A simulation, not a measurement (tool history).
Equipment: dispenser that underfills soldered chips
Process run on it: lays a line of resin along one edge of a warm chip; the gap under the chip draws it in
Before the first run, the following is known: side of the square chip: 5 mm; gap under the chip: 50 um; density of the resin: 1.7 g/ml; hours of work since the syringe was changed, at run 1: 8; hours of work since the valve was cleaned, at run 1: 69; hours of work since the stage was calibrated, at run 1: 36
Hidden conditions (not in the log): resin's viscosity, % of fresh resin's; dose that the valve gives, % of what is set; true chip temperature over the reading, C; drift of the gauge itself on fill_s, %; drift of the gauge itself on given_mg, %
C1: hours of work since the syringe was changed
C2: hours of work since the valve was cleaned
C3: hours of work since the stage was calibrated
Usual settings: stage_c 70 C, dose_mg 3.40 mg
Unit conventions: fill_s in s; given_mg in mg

run 1 hour=0.0 | stage_c=70 dose_mg=3.40 | C1=8 C2=69 C3=36 | fill_s=24.9 given_mg=3.35
-- hour=1.8 new syringe of resin
run 2 hour=9.5 | stage_c=66 dose_mg=3.40 | C1=5 C2=75 C3=42 | fill_s=26.3 given_mg=3.31
-- hour=16.5 new syringe of resin
run 3 hour=20.7 | stage_c=70 dose_mg=3.10 | C1=3 C2=82 C3=49 | fill_s=18.3 given_mg=3.00
-- hour=31.0 new syringe of resin
run 4 hour=31.0 | stage_c=70 dose_mg=3.10 | C1=0 C2=89 C3=55 | fill_s=15.6 given_mg=3.01
run 5 hour=39.8 | stage_c=70 dose_mg=3.10 | C1=6 C2=95 C3=61 | fill_s=22.1 given_mg=3.00
-- hour=45.2 new syringe of resin
run 6 hour=51.7 | stage_c=70 dose_mg=3.10 | C1=4 C2=102 C3=69 | fill_s=20.8 given_mg=2.97
-- hour=59.8 new syringe of resin
run 7 hour=66.3 | stage_c=70 dose_mg=3.10 | C1=4 C2=111 C3=78 | fill_s=21.2 given_mg=2.98
-- hour=74.2 new syringe of resin
run 8 hour=77.7 | stage_c=58 dose_mg=3.10 | C1=2 C2=119 C3=85 | fill_s=35.5 given_mg=3.00
run 9 hour=86.3 | stage_c=58 dose_mg=3.10 | C1=8 C2=124 C3=91 | fill_s=47.8 given_mg=2.97
-- hour=88.3 new syringe of resin
-- hour=90.2 dispensing valve cleaned and set on the balance
run 10 hour=96.8 | stage_c=70 dose_mg=3.40 | C1=5 C2=4 C3=97 | fill_s=20.6 given_mg=3.39
-- hour=103.2 new syringe of resin
run 11 hour=110.8 | stage_c=70 dose_mg=3.40 | C1=5 C2=13 C3=106 | fill_s=21.1 given_mg=3.38
-- hour=118.3 new syringe of resin
run 12 hour=126.8 | stage_c=70 dose_mg=3.73 | C1=6 C2=23 C3=116 | fill_s=20.7 given_mg=3.70
-- hour=132.3 new syringe of resin
run 13 hour=141.2 | stage_c=70 dose_mg=3.73 | C1=6 C2=33 C3=125 | fill_s=21.4 given_mg=3.70
-- hour=146.2 new syringe of resin
run 14 hour=154.3 | stage_c=78 dose_mg=3.40 | C1=5 C2=41 C3=133 | fill_s=13.9 given_mg=3.36
-- hour=160.3 new syringe of resin
run 15 hour=170.9 | stage_c=78 dose_mg=3.40 | C1=7 C2=52 C3=144 | fill_s=14.9 given_mg=3.35
-- hour=174.2 new syringe of resin
run 16 hour=183.0 | stage_c=78 dose_mg=3.40 | C1=6 C2=59 C3=152 | fill_s=14.2 given_mg=3.32
-- hour=189.4 new syringe of resin
run 17 hour=191.8 | stage_c=70 dose_mg=3.62 | C1=2 C2=65 C3=157 | fill_s=17.3 given_mg=3.55
run 18 hour=202.2 | stage_c=70 dose_mg=3.62 | C1=8 C2=72 C3=164 | fill_s=25.2 given_mg=3.54
-- hour=203.5 new syringe of resin
run 19 hour=215.1 | stage_c=63 dose_mg=3.13 | C1=8 C2=80 C3=172 | fill_s=34.9 given_mg=3.03
-- hour=218.2 new syringe of resin
run 20 hour=226.8 | stage_c=63 dose_mg=3.13 | C1=6 C2=87 C3=180 | fill_s=31.7 given_mg=3.04
-- hour=232.6 new syringe of resin
run 21 hour=240.5 | stage_c=59 dose_mg=3.74 | C1=5 C2=96 C3=188 | fill_s=36.4 given_mg=3.61
-- hour=246.7 new syringe of resin
run 22 hour=254.9 | stage_c=59 dose_mg=3.74 | C1=5 C2=105 C3=198 | fill_s=37.9 given_mg=3.60
-- hour=261.5 new syringe of resin
run 23 hour=263.6 | stage_c=59 dose_mg=3.74 | C1=1 C2=111 C3=203 | fill_s=29.6 given_mg=3.61
run 24 hour=271.2 | stage_c=61 dose_mg=3.40 | C1=6 C2=116 C3=208 | fill_s=35.3 given_mg=3.26
-- hour=276.1 new syringe of resin
run 25 hour=279.4 | stage_c=77 dose_mg=3.25 | C1=2 C2=121 C3=213 | fill_s=12.0 given_mg=3.12
-- hour=288.5 dispensing valve cleaned and set on the balance
-- hour=291.2 new syringe of resin
run 26 hour=294.4 | stage_c=62 dose_mg=3.26 | C1=2 C2=4 C3=222 | fill_s=26.3 given_mg=3.26
-- hour=305.1 new syringe of resin
run 27 hour=308.4 | stage_c=61 dose_mg=3.13 | C1=2 C2=13 C3=231 | fill_s=28.1 given_mg=3.12
-- hour=319.9 new syringe of resin
run 28 hour=320.5 | stage_c=77 dose_mg=3.45 | C1=0 C2=20 C3=239 | fill_s=10.7 given_mg=3.44
run 29 hour=329.7 | stage_c=77 dose_mg=3.45 | C1=6 C2=26 C3=245 | fill_s=14.8 given_mg=3.40
-- hour=333.7 new syringe of resin
run 30 hour=338.9 | stage_c=77 dose_mg=3.45 | C1=3 C2=32 C3=251 | fill_s=12.9 given_mg=3.43
-- hour=347.9 new syringe of resin
run 31 hour=349.1 | stage_c=66 dose_mg=4.26 | C1=1 C2=39 C3=257 | fill_s=20.0 given_mg=4.20
run 32 hour=356.4 | stage_c=65 dose_mg=4.34 | C1=6 C2=43 C3=262 | fill_s=27.1 given_mg=4.26
-- hour=362.5 new syringe of resin
run 33 hour=366.3 | stage_c=65 dose_mg=4.34 | C1=3 C2=50 C3=268 | fill_s=23.2 given_mg=4.32
-- hour=376.5 new syringe of resin
run 34 hour=380.0 | stage_c=84 dose_mg=3.51 | C1=2 C2=58 C3=277 | fill_s=8.1 given_mg=3.46
-- hour=391.2 new syringe of resin
run 35 hour=391.2 | stage_c=58 dose_mg=3.57 | C1=0 C2=65 C3=284 | fill_s=29.7 given_mg=3.47

Hidden state or all else? Some run-to-run changes of fill_s, split into what the settings, what came in and random variation would give without the hidden state, and what is left for the hidden state (with any gauge scatter that isn't in both results):
Run 8 -> 9: nothing adjusted, nothing logged. fill_s +12.3 s: hidden state +12.3, all else +0.0.
Run 9 -> 10: stage_c 58 -> 70, dose_mg 3.10 -> 3.40, new syringe of resin, dispensing valve cleaned and set on the balance. fill_s -27.2 s: hidden state -11.2, all else -16.0.
Run 24 -> 25: stage_c 61 -> 77, dose_mg 3.40 -> 3.25, new syringe of resin. fill_s -23.3 s: hidden state -8.1, all else -15.2.
Run 34 -> 35: stage_c 84 -> 58, dose_mg 3.51 -> 3.57, new syringe of resin. fill_s +21.6 s: hidden state -2.2, all else +23.8.

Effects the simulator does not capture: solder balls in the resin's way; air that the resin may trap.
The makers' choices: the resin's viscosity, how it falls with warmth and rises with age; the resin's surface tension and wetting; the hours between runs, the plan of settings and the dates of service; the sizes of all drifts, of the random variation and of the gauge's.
